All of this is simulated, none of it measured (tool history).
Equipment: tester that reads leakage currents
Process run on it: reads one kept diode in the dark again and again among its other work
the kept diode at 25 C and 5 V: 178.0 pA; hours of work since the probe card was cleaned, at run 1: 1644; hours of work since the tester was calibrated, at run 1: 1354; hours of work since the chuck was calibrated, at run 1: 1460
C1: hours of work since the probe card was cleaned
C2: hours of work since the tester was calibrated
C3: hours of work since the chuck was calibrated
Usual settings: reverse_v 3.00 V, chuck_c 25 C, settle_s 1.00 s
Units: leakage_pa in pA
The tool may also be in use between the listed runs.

{"run": 1, "hour": 0.0, "reverse_v": 3.0, "chuck_c": 25, "settle_s": 1.0, "C1": 1644, "C2": 1354, "C3": 1460, "leakage_pa": 133.35}
{"run": 2, "hour": 75.6, "reverse_v": 3.0, "chuck_c": 25, "settle_s": 1.0, "C1": 1684, "C2": 1394, "C3": 1500, "leakage_pa": 132.72}
{"run": 3, "hour": 178.8, "reverse_v": 7.54, "chuck_c": 25, "settle_s": 1.0, "C1": 1739, "C2": 1449, "C3": 1554, "leakage_pa": 227.71}
{"run": 4, "hour": 295.5, "reverse_v": 3.45, "chuck_c": 25, "settle_s": 1.0, "C1": 1800, "C2": 1510, "C3": 1616, "leakage_pa": 144.41}
{"run": 5, "hour": 418.0, "reverse_v": 3.0, "chuck_c": 25, "settle_s": 0.32, "C1": 1865, "C2": 1575, "C3": 1680, "leakage_pa": 135.04}
{"run": 6, "hour": 490.1, "reverse_v": 3.0, "chuck_c": 25, "settle_s": 0.32, "C1": 1903, "C2": 1613, "C3": 1718, "leakage_pa": 134.76}
{"hour": 540.0, "done": "chuck's temperature calibrated"}
{"run": 7, "hour": 555.9, "reverse_v": 3.0, "chuck_c": 25, "settle_s": 0.32, "C1": 1937, "C2": 1646, "C3": 8, "leakage_pa": 135.71}
{"run": 8, "hour": 637.2, "reverse_v": 3.0, "chuck_c": 25, "settle_s": 0.32, "C1": 1980, "C2": 1689, "C3": 51, "leakage_pa": 133.87}
{"run": 9, "hour": 774.1, "reverse_v": 3.0, "chuck_c": 25, "settle_s": 0.32, "C1": 2052, "C2": 1762, "C3": 124, "leakage_pa": 134.52}
{"run": 10, "hour": 898.3, "reverse_v": 3.0, "chuck_c": 25, "settle_s": 1.0, "C1": 2117, "C2": 1827, "C3": 189, "leakage_pa": 133.96}
{"run": 11, "hour": 1006.3, "reverse_v": 3.0, "chuck_c": 25, "settle_s": 9.28, "C1": 2174, "C2": 1884, "C3": 246, "leakage_pa": 132.32}
{"run": 12, "hour": 1093.6, "reverse_v": 8.11, "chuck_c": 25, "settle_s": 1.0, "C1": 2220, "C2": 1930, "C3": 292, "leakage_pa": 237.04}
{"run": 13, "hour": 1186.4, "reverse_v": 8.11, "chuck_c": 25, "settle_s": 1.0, "C1": 2269, "C2": 1979, "C3": 341, "leakage_pa": 238.4}
{"run": 14, "hour": 1263.4, "reverse_v": 3.0, "chuck_c": 25, "settle_s": 1.18, "C1": 2310, "C2": 2020, "C3": 382, "leakage_pa": 132.53}
{"run": 15, "hour": 1391.4, "reverse_v": 3.0, "chuck_c": 25, "settle_s": 1.18, "C1": 2377, "C2": 2087, "C3": 449, "leakage_pa": 133.04}
{"run": 16, "hour": 1488.7, "reverse_v": 3.0, "chuck_c": 25, "settle_s": 1.0, "C1": 2429, "C2": 2139, "C3": 501, "leakage_pa": 132.96}
{"run": 17, "hour": 1603.7, "reverse_v": 12.38, "chuck_c": 25, "settle_s": 1.0, "C1": 2489, "C2": 2199, "C3": 561, "leakage_pa": 306.27}
{"run": 18, "hour": 1739.9, "reverse_v": 12.38, "chuck_c": 25, "settle_s": 1.0, "C1": 2561, "C2": 2271, "C3": 633, "leakage_pa": 302.94}
{"run": 19, "hour": 1818.0, "reverse_v": 3.71, "chuck_c": 25, "settle_s": 1.0, "C1": 2603, "C2": 2312, "C3": 674, "leakage_pa": 151.1}
{"run": 20, "hour": 1892.4, "reverse_v": 3.71, "chuck_c": 25, "settle_s": 1.0, "C1": 2642, "C2": 2352, "C3": 714, "leakage_pa": 150.74}
{"run": 21, "hour": 1977.4, "reverse_v": 1.57, "chuck_c": 43, "settle_s": 3.7, "C1": 2687, "C2": 2396, "C3": 758, "leakage_pa": 425.96}
{"run": 22, "hour": 2114.0, "reverse_v": 2.35, "chuck_c": 20, "settle_s": 1.0, "C1": 2759, "C2": 2469, "C3": 830, "leakage_pa": 72.83}
{"run": 23, "hour": 2237.3, "reverse_v": 1.27, "chuck_c": 26, "settle_s": 0.84, "C1": 2824, "C2": 2534, "C3": 896, "leakage_pa": 88.16}
{"run": 24, "hour": 2348.6, "reverse_v": 1.27, "chuck_c": 26, "settle_s": 0.84, "C1": 2882, "C2": 2592, "C3": 954, "leakage_pa": 88.09}
{"run": 25, "hour": 2428.8, "reverse_v": 3.0, "chuck_c": 35, "settle_s": 7.75, "C1": 2925, "C2": 2635, "C3": 997, "leakage_pa": 319.04}
{"run": 26, "hour": 2518.7, "reverse_v": 13.27, "chuck_c": 51, "settle_s": 1.42, "C1": 2972, "C2": 2682, "C3": 1044, "leakage_pa": 2795.32}
{"run": 27, "hour": 2624.8, "reverse_v": 13.27, "chuck_c": 51, "settle_s": 1.42, "C1": 3028, "C2": 2738, "C3": 1100, "leakage_pa": 2788.21}
{"run": 28, "hour": 2697.2, "reverse_v": 2.16, "chuck_c": 51, "settle_s": 8.73, "C1": 3066, "C2": 2776, "C3": 1138, "leakage_pa": 960.57}
{"run": 29, "hour": 2789.0, "reverse_v": 2.16, "chuck_c": 51, "settle_s": 8.73, "C1": 3115, "C2": 2825, "C3": 1187, "leakage_pa": 961.76}
{"run": 30, "hour": 2879.3, "reverse_v": 2.16, "chuck_c": 51, "settle_s": 8.73, "C1": 3162, "C2": 2872, "C3": 1234, "leakage_pa": 964.97}
{"run": 31, "hour": 3007.0, "reverse_v": 2.16, "chuck_c": 51, "settle_s": 8.73, "C1": 3230, "C2": 2940, "C3": 1302, "leakage_pa": 966.11}
{"run": 32, "hour": 3129.9, "reverse_v": 2.16, "chuck_c": 51, "settle_s": 8.73, "C1": 3295, "C2": 3005, "C3": 1366, "leakage_pa": 960.11}
{"run": 33, "hour": 3252.5, "reverse_v": 2.16, "chuck_c": 51, "settle_s": 8.73, "C1": 3359, "C2": 3069, "C3": 1431, "leakage_pa": 963.24}
{"hour": 3348.1, "done": "probe card cleaned and baked"}
{"run": 34, "hour": 3369.3, "reverse_v": 3.0, "chuck_c": 25, "settle_s": 7.06, "C1": 11, "C2": 3129, "C3": 1491, "leakage_pa": 132.6}
{"run": 35, "hour": 3492.0, "reverse_v": 3.0, "chuck_c": 25, "settle_s": 7.06, "C1": 76, "C2": 3194, "C3": 1556, "leakage_pa": 132.33}
{"run": 36, "hour": 3573.2, "reverse_v": 5.61, "chuck_c": 32, "settle_s": 7.06, "C1": 119, "C2": 3237, "C3": 1599, "leakage_pa": 355.5}
{"run": 37, "hour": 3657.4, "reverse_v": 1.24, "chuck_c": 32, "settle_s": 2.29, "C1": 163, "C2": 3281, "C3": 1643, "leakage_pa": 148.29}
{"run": 38, "hour": 3752.9, "reverse_v": 3.0, "chuck_c": 32, "settle_s": 6.49, "C1": 214, "C2": 3332, "C3": 1694, "leakage_pa": 247.13}
{"run": 39, "hour": 3810.4, "reverse_v": 6.57, "chuck_c": 53, "settle_s": 2.03, "C1": 244, "C2": 3362, "C3": 1724, "leakage_pa": 2153.54}
{"hour": 3855.8, "done": "chuck's temperature calibrated"}
{"run": 40, "hour": 3924.6, "reverse_v": 6.57, "chuck_c": 53, "settle_s": 2.03, "C1": 303, "C2": 3421, "C3": 36, "leakage_pa": 2149.82}

Hidden condition of the tool, last listed run before each entry between runs versus first listed run after:
Between runs 6 and 7: chuck's temperature calibrated (hour 540.0)
  true chuck temperature over the reading, C: 0.01 -> 0
  measured value less the no-hidden-state value, leakage_pa: +0.15 -> +0.02 pA
Between runs 33 and 34: probe card cleaned and baked (hour 3348.1)
  stray current of the dirty probe card, pA a volt: 0.034 -> 0.02
  measured value less the no-hidden-state value, leakage_pa: +0.69 -> +0.11 pA
Between runs 39 and 40: chuck's temperature calibrated (hour 3855.8)
  true chuck temperature over the reading, C: 0.01 -> 0
  measured value less the no-hidden-state value, leakage_pa: +1.75 -> +0.04 pA

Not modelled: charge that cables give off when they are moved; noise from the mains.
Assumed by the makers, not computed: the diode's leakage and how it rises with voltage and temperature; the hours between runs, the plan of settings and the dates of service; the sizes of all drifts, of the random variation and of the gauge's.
